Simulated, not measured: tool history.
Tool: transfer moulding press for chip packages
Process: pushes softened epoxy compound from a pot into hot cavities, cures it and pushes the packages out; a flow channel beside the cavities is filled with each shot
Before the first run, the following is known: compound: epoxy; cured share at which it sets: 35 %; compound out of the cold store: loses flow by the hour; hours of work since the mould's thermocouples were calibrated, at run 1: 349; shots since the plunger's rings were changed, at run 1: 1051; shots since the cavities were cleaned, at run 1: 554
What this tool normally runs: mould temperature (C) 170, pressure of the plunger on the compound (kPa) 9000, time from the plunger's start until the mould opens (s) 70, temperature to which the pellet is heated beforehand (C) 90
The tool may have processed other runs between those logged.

| run | hour | mould temperature (C) | pressure of the plunger on the compound (kPa) | time from the plunger's start until the mould opens (s) | temperature to which the pellet is heated beforehand (C) | hours of work since the mould's thermocouples were calibrated | shots since the plunger's rings were changed | shots since the cavities were cleaned | incoming compound's hours out of the cold store | length that the compound runs in the flow channel (mm) | greatest force on the pins that push the packages out (N) |
|---|---|---|---|---|---|---|---|---|---|---|---|
| 1 | 0.0 | 170 | 9000 | 70 | 90 | 349 | 1051 | 554 | 32.7 | 699 | 764 |
|  | 27.3 | cavities cleaned with cleaning compound and waxed |
| 2 | 28.1 | 170 | 9000 | 70 | 90 | 368 | 1511 | 13 | 44.4 | 653 | 1239 |
| 3 | 58.7 | 170 | 9000 | 70 | 90 | 391 | 2040 | 542 | 46.2 | 646 | 1085 |
| 4 | 82.7 | 170 | 9000 | 70 | 90 | 409 | 2455 | 957 | 26.0 | 708 | 1055 |
|  | 88.0 | cavities cleaned with cleaning compound and waxed |
| 5 | 116.7 | 170 | 9000 | 70 | 90 | 433 | 3016 | 496 | 31.9 | 678 | 763 |
|  | 146.8 | cavities cleaned with cleaning compound and waxed, once more |
| 6 | 150.8 | 170 | 9000 | 70 | 90 | 458 | 3581 | 69 | 32.1 | 678 | 494 |
| 7 | 170.5 | 170 | 9000 | 70 | 90 | 472 | 3922 | 410 | 45.9 | 626 | 718 |
| 8 | 200.6 | 170 | 8680 | 88 | 96 | 495 | 4442 | 930 | 35.5 | 641 | 774 |
|  | 206.9 | cavities cleaned with cleaning compound and waxed |
| 9 | 222.6 | 170 | 8680 | 88 | 96 | 510 | 4797 | 273 | 24.7 | 679 | 579 |
| 10 | 237.1 | 164 | 6830 | 109 | 98 | 521 | 5047 | 523 | 27.5 | 604 | 716 |

Predict the results of run 11:
| 11 | 256.2 | 178 | 6830 | 109 | 88 | 535 | 5378 | 854 | 9.3 | ? | ? |

length that the compound runs in the flow channel (mm): 627
greatest force on the pins that push the packages out (N): 747
With the hidden condition absent and the run-to-run variation left alone, this run would have shown length that the compound runs in the flow channel (mm) 674, greatest force on the pins that push the packages out (N) 363.
